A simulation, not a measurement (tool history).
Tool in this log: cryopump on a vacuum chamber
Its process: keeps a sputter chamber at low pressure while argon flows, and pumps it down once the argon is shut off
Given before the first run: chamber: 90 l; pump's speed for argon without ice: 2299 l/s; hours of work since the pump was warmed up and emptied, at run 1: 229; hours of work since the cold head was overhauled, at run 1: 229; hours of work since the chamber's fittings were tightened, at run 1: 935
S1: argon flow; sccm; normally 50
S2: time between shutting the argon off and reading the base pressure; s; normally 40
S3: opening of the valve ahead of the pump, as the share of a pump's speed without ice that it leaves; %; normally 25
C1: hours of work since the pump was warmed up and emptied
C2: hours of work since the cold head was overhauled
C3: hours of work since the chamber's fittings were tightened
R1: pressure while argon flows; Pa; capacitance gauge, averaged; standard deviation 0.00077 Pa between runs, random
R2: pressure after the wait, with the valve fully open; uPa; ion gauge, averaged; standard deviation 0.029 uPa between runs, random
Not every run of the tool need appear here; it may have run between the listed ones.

run   hour  S1   S2  S3   C1   C2    C3      R1    R2
  1      0  50   40  25  229  229   935  0.1492  1.56
  2    6.1  50   40  25  231  231   937  0.1475  1.57
  3   14.7  50   40  25  235  235   941  0.1476  1.57
  4   22.9  72   40  25  239  239   945  0.2145  1.59
  5   36.1  72   40  25  245  245   951  0.2144  1.55
  6   47.6  50   40  25  250  250   956  0.1488  1.58
  7   60.9  50   40  25  256  256   962   0.148  1.56
  8   74.1  40   40  25  262  262   968  0.1186  1.59
  9   82.2  40   40  25  265  265   971  0.1189  1.56
 10   96.5  50   40  25  272  272   978   0.149  1.62
 11  102.6  50   40  25  274  274   980  0.1496  1.57
 12  117.1  50   29  25  281  281   987  0.1487   2.1
 13  130.9  50   40  25  287  287   993  0.1485  1.59
 14  142.2  50   40  51  292  292   998   0.074  1.62
 15  156.8  50   40  51  299  299  1005  0.0741  1.59
 16  164.9  50   85  25  302  302  1008  0.1477  0.91
 17  171.6  50   85  25  305  305  1011  0.1492  0.92
 18  179.8  50   85  25  309  309  1015  0.1496  0.89
 19  191.5  50  178  31  314  314  1020  0.1204   0.6
 20  204.2  50  178  31  320  320  1026  0.1209  0.59
 21    214  71   40  56  324  324  1030  0.0961   1.6
 22  222.2  28   20  19  328  328  1034    0.11  2.86
 23  232.4  50   29  22  332  332  1038  0.1686  2.08
 24  242.7  50   29  22  337  337  1043  0.1701  2.17
 25  257.1  56   31  24  343  343  1049   0.174  1.96
 26  266.3  33   23  47  347  347  1054  0.0521  2.55
 27  273.8  24   34  18  351  351  1057  0.0995  1.79
 28  285.7  24   34  18  356  356  1062  0.0992  1.82
 29  292.5  50   40  19  359  359  1065  0.1971  1.58
 30  300.9  27   79  52  363  363  1069  0.0394  0.96
 31  313.1  29  225  25  368  368  1074  0.0876  0.52
 32  321.4  50   48  19  372  372  1078  0.1945  1.39
 33  328.9  50   20  31  375  375  1081   0.122  2.97
 34  336.6  28   65  31  379  379  1085  0.0671  1.11

Alternative continuations, all from the tool just after run 34; predict every row:
  A  346.6  88   40  17  383  383  1089   ?   ?
  B  346.6  50   40  36  383  383  1089   ?   ?
  C  346.6  22  102  41  383  383  1089   ?   ?
  D  346.6  50   40  23  383  383  1089   ?   ?

run      R1    R2
  A  0.3864  1.64
  B  0.1049  1.64
  C  0.0416  0.81
  D  0.1632  1.61
With the hidden condition removed and each run's random variation left untouched, the same runs would have given:
run      R1    R2
  A  0.3817  1.47
  B  0.1022  1.47
  C  0.0404  0.64
  D  0.1605  1.44
